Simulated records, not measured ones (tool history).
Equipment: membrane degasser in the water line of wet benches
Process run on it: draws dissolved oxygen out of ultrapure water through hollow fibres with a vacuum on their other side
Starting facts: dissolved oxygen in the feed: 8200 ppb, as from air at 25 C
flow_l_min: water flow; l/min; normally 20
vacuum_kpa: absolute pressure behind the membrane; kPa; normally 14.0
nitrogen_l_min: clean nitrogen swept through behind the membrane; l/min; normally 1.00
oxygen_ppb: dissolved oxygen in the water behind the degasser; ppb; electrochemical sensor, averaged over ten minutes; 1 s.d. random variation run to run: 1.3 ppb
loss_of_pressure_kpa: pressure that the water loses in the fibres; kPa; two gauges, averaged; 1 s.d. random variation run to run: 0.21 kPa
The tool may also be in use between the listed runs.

{"run": 1, "day": 0.0, "flow_l_min": 20, "vacuum_kpa": 14.0, "nitrogen_l_min": 1.0, "oxygen_ppb": 480.3, "loss_of_pressure_kpa": 47.95}
{"run": 2, "day": 1.067, "flow_l_min": 20, "vacuum_kpa": 14.0, "nitrogen_l_min": 1.0, "oxygen_ppb": 478.2, "loss_of_pressure_kpa": 48.22}
{"run": 3, "day": 2.017, "flow_l_min": 20, "vacuum_kpa": 14.0, "nitrogen_l_min": 1.0, "oxygen_ppb": 480.3, "loss_of_pressure_kpa": 47.91}
{"run": 4, "day": 3.75, "flow_l_min": 20, "vacuum_kpa": 14.0, "nitrogen_l_min": 1.0, "oxygen_ppb": 479.1, "loss_of_pressure_kpa": 47.89}
{"run": 5, "day": 5.525, "flow_l_min": 20, "vacuum_kpa": 14.0, "nitrogen_l_min": 1.0, "oxygen_ppb": 480.4, "loss_of_pressure_kpa": 48.17}
{"run": 6, "day": 7.442, "flow_l_min": 20, "vacuum_kpa": 14.0, "nitrogen_l_min": 1.0, "oxygen_ppb": 481.4, "loss_of_pressure_kpa": 48.16}
{"run": 7, "day": 9.162, "flow_l_min": 29, "vacuum_kpa": 14.0, "nitrogen_l_min": 1.0, "oxygen_ppb": 659.7, "loss_of_pressure_kpa": 70.02}
{"run": 8, "day": 10.279, "flow_l_min": 29, "vacuum_kpa": 14.0, "nitrogen_l_min": 1.0, "oxygen_ppb": 657.4, "loss_of_pressure_kpa": 69.96}
{"run": 9, "day": 11.379, "flow_l_min": 20, "vacuum_kpa": 14.0, "nitrogen_l_min": 1.0, "oxygen_ppb": 480.2, "loss_of_pressure_kpa": 48.06}
{"run": 10, "day": 12.608, "flow_l_min": 20, "vacuum_kpa": 14.0, "nitrogen_l_min": 1.0, "oxygen_ppb": 480.5, "loss_of_pressure_kpa": 48.3}
{"run": 11, "day": 14.104, "flow_l_min": 20, "vacuum_kpa": 14.0, "nitrogen_l_min": 1.0, "oxygen_ppb": 478.7, "loss_of_pressure_kpa": 47.94}
{"run": 12, "day": 15.05, "flow_l_min": 20, "vacuum_kpa": 14.0, "nitrogen_l_min": 1.0, "oxygen_ppb": 477.0, "loss_of_pressure_kpa": 47.99}
{"run": 13, "day": 16.75, "flow_l_min": 20, "vacuum_kpa": 14.0, "nitrogen_l_min": 1.0, "oxygen_ppb": 479.8, "loss_of_pressure_kpa": 48.06}
{"run": 14, "day": 17.729, "flow_l_min": 20, "vacuum_kpa": 14.0, "nitrogen_l_min": 1.0, "oxygen_ppb": 479.9, "loss_of_pressure_kpa": 48.33}
{"run": 15, "day": 19.054, "flow_l_min": 20, "vacuum_kpa": 31.6, "nitrogen_l_min": 1.0, "oxygen_ppb": 1140.9, "loss_of_pressure_kpa": 48.04}
{"run": 16, "day": 20.233, "flow_l_min": 20, "vacuum_kpa": 19.0, "nitrogen_l_min": 1.0, "oxygen_ppb": 680.1, "loss_of_pressure_kpa": 48.32}
{"run": 17, "day": 21.975, "flow_l_min": 20, "vacuum_kpa": 19.0, "nitrogen_l_min": 1.0, "oxygen_ppb": 678.3, "loss_of_pressure_kpa": 48.05}
{"run": 18, "day": 23.746, "flow_l_min": 20, "vacuum_kpa": 19.0, "nitrogen_l_min": 1.0, "oxygen_ppb": 680.7, "loss_of_pressure_kpa": 48.56}
{"run": 19, "day": 24.762, "flow_l_min": 13, "vacuum_kpa": 13.0, "nitrogen_l_min": 0.56, "oxygen_ppb": 492.5, "loss_of_pressure_kpa": 31.45}
{"run": 20, "day": 26.154, "flow_l_min": 24, "vacuum_kpa": 9.3, "nitrogen_l_min": 1.0, "oxygen_ppb": 334.3, "loss_of_pressure_kpa": 57.64}
{"run": 21, "day": 28.296, "flow_l_min": 24, "vacuum_kpa": 9.3, "nitrogen_l_min": 1.0, "oxygen_ppb": 335.1, "loss_of_pressure_kpa": 58.08}
{"run": 22, "day": 29.458, "flow_l_min": 25, "vacuum_kpa": 9.5, "nitrogen_l_min": 1.47, "oxygen_ppb": 265.1, "loss_of_pressure_kpa": 60.22}
{"run": 23, "day": 30.908, "flow_l_min": 25, "vacuum_kpa": 9.5, "nitrogen_l_min": 1.47, "oxygen_ppb": 264.9, "loss_of_pressure_kpa": 60.26}
{"run": 24, "day": 32.262, "flow_l_min": 16, "vacuum_kpa": 21.5, "nitrogen_l_min": 2.93, "oxygen_ppb": 251.0, "loss_of_pressure_kpa": 38.57}
{"run": 25, "day": 34.296, "flow_l_min": 16, "vacuum_kpa": 21.5, "nitrogen_l_min": 2.93, "oxygen_ppb": 251.1, "loss_of_pressure_kpa": 38.38}
{"run": 26, "day": 35.438, "flow_l_min": 13, "vacuum_kpa": 16.1, "nitrogen_l_min": 1.59, "oxygen_ppb": 259.8, "loss_of_pressure_kpa": 31.43}
{"run": 27, "day": 36.362, "flow_l_min": 27, "vacuum_kpa": 8.5, "nitrogen_l_min": 1.17, "oxygen_ppb": 296.4, "loss_of_pressure_kpa": 65.23}

Estimate the outcome of run 28 from the log above:
{"run": 28, "day": 37.471, "flow_l_min": 27, "vacuum_kpa": 8.5, "nitrogen_l_min": 1.17, "oxygen_ppb": "?", "loss_of_pressure_kpa": "?"}

Run 28 came out at oxygen_ppb 296.3 ppb, loss_of_pressure_kpa 65.23 kPa.
On a tool with no hidden condition, and with the same random variation, this run would have come out at oxygen_ppb 286.2 ppb, loss_of_pressure_kpa 64.60 kPa.
